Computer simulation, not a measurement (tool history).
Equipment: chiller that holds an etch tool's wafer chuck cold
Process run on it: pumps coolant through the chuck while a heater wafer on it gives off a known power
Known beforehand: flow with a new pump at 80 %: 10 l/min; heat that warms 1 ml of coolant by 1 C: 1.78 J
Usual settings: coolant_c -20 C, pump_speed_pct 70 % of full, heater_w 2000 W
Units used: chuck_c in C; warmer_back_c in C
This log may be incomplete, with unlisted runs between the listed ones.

| run | hour | coolant_c | pump_speed_pct | heater_w | chuck_c | warmer_back_c |
|---|---|---|---|---|---|---|
| 1 | 0.0 | -20 | 70 | 2000 | -1.9 | 7.82 |
| 2 | 80.1 | -20 | 70 | 2000 | -1.9 | 7.77 |
| 3 | 136.3 | -20 | 70 | 2000 | -1.8 | 7.77 |
| 4 | 239.6 | -20 | 70 | 1548 | -6.1 | 5.93 |
| 5 | 347.6 | -21 | 70 | 1548 | -7.0 | 6.00 |
|  | 356.2 | chiller's thermometer calibrated |
| 6 | 437.2 | -21 | 70 | 1548 | -6.9 | 5.92 |
| 7 | 503.8 | -21 | 87 | 1548 | -9.8 | 4.65 |
| 8 | 560.0 | -21 | 87 | 1548 | -9.7 | 4.65 |
| 9 | 642.5 | -21 | 87 | 1548 | -9.9 | 4.59 |
| 10 | 748.7 | -21 | 87 | 1548 | -9.7 | 4.53 |
| 11 | 831.0 | -21 | 87 | 1548 | -9.8 | 4.52 |
| 12 | 878.1 | -21 | 87 | 1548 | -9.6 | 4.53 |
| 13 | 964.4 | -21 | 87 | 1548 | -9.6 | 4.54 |
| 14 | 1057.4 | -21 | 87 | 1548 | -9.8 | 4.51 |
| 15 | 1160.1 | -21 | 70 | 2000 | -3.0 | 7.54 |

Predict the results of run 16:
| 16 | 1256.0 | -11 | 70 | 2000 | ? | ? |

chuck_c: 7.0 C
warmer_back_c: 7.50 C
Without the tool's hidden state the same run would have given chuck_c 7.0 C, warmer_back_c 7.81 C.

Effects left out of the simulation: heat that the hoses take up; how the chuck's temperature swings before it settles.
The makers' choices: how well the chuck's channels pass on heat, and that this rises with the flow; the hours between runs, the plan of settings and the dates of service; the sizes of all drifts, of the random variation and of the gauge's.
